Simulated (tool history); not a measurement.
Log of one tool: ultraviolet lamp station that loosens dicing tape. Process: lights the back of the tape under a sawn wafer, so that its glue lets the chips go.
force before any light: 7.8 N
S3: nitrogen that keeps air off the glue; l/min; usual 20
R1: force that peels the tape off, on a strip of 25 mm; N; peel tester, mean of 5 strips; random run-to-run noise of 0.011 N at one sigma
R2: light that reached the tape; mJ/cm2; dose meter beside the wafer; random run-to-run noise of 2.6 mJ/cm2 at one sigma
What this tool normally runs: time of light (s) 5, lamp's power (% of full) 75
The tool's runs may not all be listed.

{"run": 1, "hour": 0.0, "time of light (s)": 5, "lamp's power (% of full)": 75, "S3": 20, "R1": 0.579, "R2": 293}
{"run": 2, "hour": 27.6, "time of light (s)": 5, "lamp's power (% of full)": 75, "S3": 20, "R1": 0.581, "R2": 292}
{"run": 3, "hour": 76.2, "time of light (s)": 5, "lamp's power (% of full)": 75, "S3": 20, "R1": 0.586, "R2": 288}
{"run": 4, "hour": 117.0, "time of light (s)": 5, "lamp's power (% of full)": 75, "S3": 20, "R1": 0.6, "R2": 289}
{"run": 5, "hour": 139.1, "time of light (s)": 5, "lamp's power (% of full)": 75, "S3": 20, "R1": 0.601, "R2": 285}
{"run": 6, "hour": 182.9, "time of light (s)": 5, "lamp's power (% of full)": 75, "S3": 20, "R1": 0.605, "R2": 277}
{"run": 7, "hour": 226.5, "time of light (s)": 3, "lamp's power (% of full)": 75, "S3": 20, "R1": 1.504, "R2": 165}
{"run": 8, "hour": 248.1, "time of light (s)": 3, "lamp's power (% of full)": 75, "S3": 9, "R1": 2.449, "R2": 166}
{"run": 9, "hour": 271.3, "time of light (s)": 3, "lamp's power (% of full)": 75, "S3": 9, "R1": 2.454, "R2": 165}
{"run": 10, "hour": 313.5, "time of light (s)": 5, "lamp's power (% of full)": 62, "S3": 10, "R1": 1.494, "R2": 229}
{"run": 11, "hour": 334.6, "time of light (s)": 5, "lamp's power (% of full)": 75, "S3": 20, "R1": 0.66, "R2": 275}
{"run": 12, "hour": 371.5, "time of light (s)": 5, "lamp's power (% of full)": 75, "S3": 20, "R1": 0.672, "R2": 272}

Forecast each of these 4 alternatives for the next run:
{"run": "A", "hour": 400.6, "time of light (s)": 9, "lamp's power (% of full)": 85, "S3": 12, "R1": "?", "R2": "?"}
{"run": "B", "hour": 400.6, "time of light (s)": 5, "lamp's power (% of full)": 76, "S3": 9, "R1": "?", "R2": "?"}
{"run": "C", "hour": 400.6, "time of light (s)": 4, "lamp's power (% of full)": 76, "S3": 17, "R1": "?", "R2": "?"}
{"run": "D", "hour": 400.6, "time of light (s)": 10, "lamp's power (% of full)": 93, "S3": 6, "R1": "?", "R2": "?"}

run=A R1=0.304 R2=554
run=B R1=1.173 R2=278
run=C R1=1.117 R2=221
run=D R1=0.345 R2=678
Had the tool no hidden state, the same runs would have come out as:
run=A R1=0.261 R2=671
run=B R1=0.840 R2=336
run=C R1=0.794 R2=267
run=D R1=0.279 R2=820
